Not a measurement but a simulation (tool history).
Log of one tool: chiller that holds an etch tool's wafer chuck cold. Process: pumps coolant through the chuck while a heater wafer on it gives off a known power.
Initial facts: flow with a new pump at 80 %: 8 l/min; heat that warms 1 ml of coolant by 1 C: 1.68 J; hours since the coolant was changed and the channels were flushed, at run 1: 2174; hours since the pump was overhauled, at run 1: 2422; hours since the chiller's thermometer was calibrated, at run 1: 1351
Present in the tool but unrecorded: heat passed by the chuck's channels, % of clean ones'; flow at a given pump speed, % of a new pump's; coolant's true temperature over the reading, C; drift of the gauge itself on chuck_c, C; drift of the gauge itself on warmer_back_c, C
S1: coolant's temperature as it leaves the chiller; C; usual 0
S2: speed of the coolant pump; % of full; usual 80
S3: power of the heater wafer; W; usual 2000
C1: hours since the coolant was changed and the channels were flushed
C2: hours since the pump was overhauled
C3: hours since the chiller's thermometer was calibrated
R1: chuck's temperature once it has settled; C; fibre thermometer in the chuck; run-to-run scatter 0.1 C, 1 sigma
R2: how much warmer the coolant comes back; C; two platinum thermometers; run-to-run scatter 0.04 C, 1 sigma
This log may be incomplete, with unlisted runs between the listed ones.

run 1 hour=0 | S1=0 S2=80 S3=2000 | C1=2174 C2=2422 C3=1351 | R1=22.3 R2=9.16
run 2 hour=44.1 | S1=0 S2=80 S3=2000 | C1=2218 C2=2466 C3=1395 | R1=22.3 R2=9.18
run 3 hour=74.9 | S1=0 S2=80 S3=2000 | C1=2249 C2=2496 C3=1426 | R1=22.6 R2=9.1
run 4 hour=108.3 | S1=0 S2=80 S3=2000 | C1=2282 C2=2530 C3=1459 | R1=22.5 R2=9.15
run 5 hour=147.2 | S1=0 S2=80 S3=2000 | C1=2321 C2=2569 C3=1498 | R1=22.5 R2=9.13
run 6 hour=180.4 | S1=0 S2=80 S3=2000 | C1=2354 C2=2602 C3=1531 | R1=22.5 R2=9.14
run 7 hour=224.9 | S1=0 S2=80 S3=2000 | C1=2399 C2=2646 C3=1576 | R1=22.4 R2=9.17
run 8 hour=257.2 | S1=0 S2=80 S3=2203 | C1=2431 C2=2679 C3=1608 | R1=24.7 R2=10.1
run 9 hour=292.9 | S1=0 S2=80 S3=2000 | C1=2467 C2=2715 C3=1644 | R1=22.6 R2=9.2
run 10 hour=320.3 | S1=0 S2=80 S3=2000 | C1=2494 C2=2742 C3=1671 | R1=22.4 R2=9.1
run 11 hour=380.1 | S1=0 S2=80 S3=2000 | C1=2554 C2=2802 C3=1731 | R1=22.6 R2=9.13
run 12 hour=430.1 | S1=0 S2=80 S3=2000 | C1=2604 C2=2852 C3=1781 | R1=22.7 R2=9.08
run 13 hour=477.5 | S1=0 S2=80 S3=2000 | C1=2651 C2=2899 C3=1829 | R1=22.7 R2=9.14
run 14 hour=533.2 | S1=0 S2=80 S3=2000 | C1=2707 C2=2955 C3=1884 | R1=22.7 R2=9.14
run 15 hour=575.2 | S1=0 S2=80 S3=2000 | C1=2749 C2=2997 C3=1926 | R1=22.7 R2=9.11
run 16 hour=612.5 | S1=0 S2=77 S3=2000 | C1=2786 C2=3034 C3=1964 | R1=23.4 R2=9.6
run 17 hour=671.7 | S1=0 S2=61 S3=1144 | C1=2845 C2=3093 C3=2023 | R1=15.6 R2=7.15
run 18 hour=716.8 | S1=-1 S2=80 S3=2000 | C1=2890 C2=3138 C3=2068 | R1=21.9 R2=9.22
run 19 hour=762.4 | S1=-1 S2=80 S3=2000 | C1=2936 C2=3184 C3=2113 | R1=21.8 R2=9.17
run 20 hour=788.4 | S1=3 S2=84 S3=1598 | C1=2962 C2=3210 C3=2139 | R1=20.9 R2=6.96
run 21 hour=846.8 | S1=9 S2=98 S3=2297 | C1=3021 C2=3268 C3=2198 | R1=32.3 R2=8.38
run 22 hour=883.7 | S1=3 S2=72 S3=2297 | C1=3057 C2=3305 C3=2235 | R1=30.9 R2=11.71
run 23 hour=908.5 | S1=3 S2=72 S3=2297 | C1=3082 C2=3330 C3=2260 | R1=31.3 R2=11.91
run 24 hour=954.4 | S1=3 S2=72 S3=2297 | C1=3128 C2=3376 C3=2305 | R1=31.4 R2=11.85
run 25 hour=1004.1 | S1=-3 S2=72 S3=1210 | C1=3178 C2=3426 C3=2355 | R1=12 R2=6.31
run 26 hour=1054.9 | S1=-3 S2=72 S3=1210 | C1=3229 C2=3476 C3=2406 | R1=12 R2=6.23
run 27 hour=1090.7 | S1=-3 S2=72 S3=1210 | C1=3264 C2=3512 C3=2442 | R1=12 R2=6.28
-- hour=1100.6 chiller's thermometer calibrated
run 28 hour=1127 | S1=-2 S2=60 S3=1210 | C1=3300 C2=3548 C3=26 | R1=14.6 R2=7.64
run 29 hour=1152.6 | S1=-7 S2=87 S3=2912 | C1=3325 C2=3573 C3=52 | R1=24.6 R2=12.25
run 30 hour=1177.1 | S1=0 S2=78 S3=2000 | C1=3350 C2=3598 C3=76 | R1=23.3 R2=9.5
run 31 hour=1227.2 | S1=0 S2=78 S3=2000 | C1=3400 C2=3648 C3=127 | R1=23.3 R2=9.47

Forecast each of these 4 alternatives for the next run:
run A hour=1261 | S1=-4 S2=81 S3=1585 | C1=3434 C2=3682 C3=160 | R1=? R2=?
run B hour=1261 | S1=4 S2=63 S3=1972 | C1=3434 C2=3682 C3=160 | R1=? R2=?
run C hour=1261 | S1=-9 S2=79 S3=2991 | C1=3434 C2=3682 C3=160 | R1=? R2=?
run D hour=1261 | S1=-10 S2=80 S3=2000 | C1=3434 C2=3682 C3=160 | R1=? R2=?

run=A R1=14.2 R2=7.16
run=B R1=30.4 R2=11.9
run=C R1=25.5 R2=14
run=D R1=13 R2=9.28
Without the tool's hidden state the same runs would have given:
run=A R1=12.6 R2=6.94
run=B R1=28.2 R2=11.53
run=C R1=22.5 R2=13.56
run=D R1=11 R2=8.99
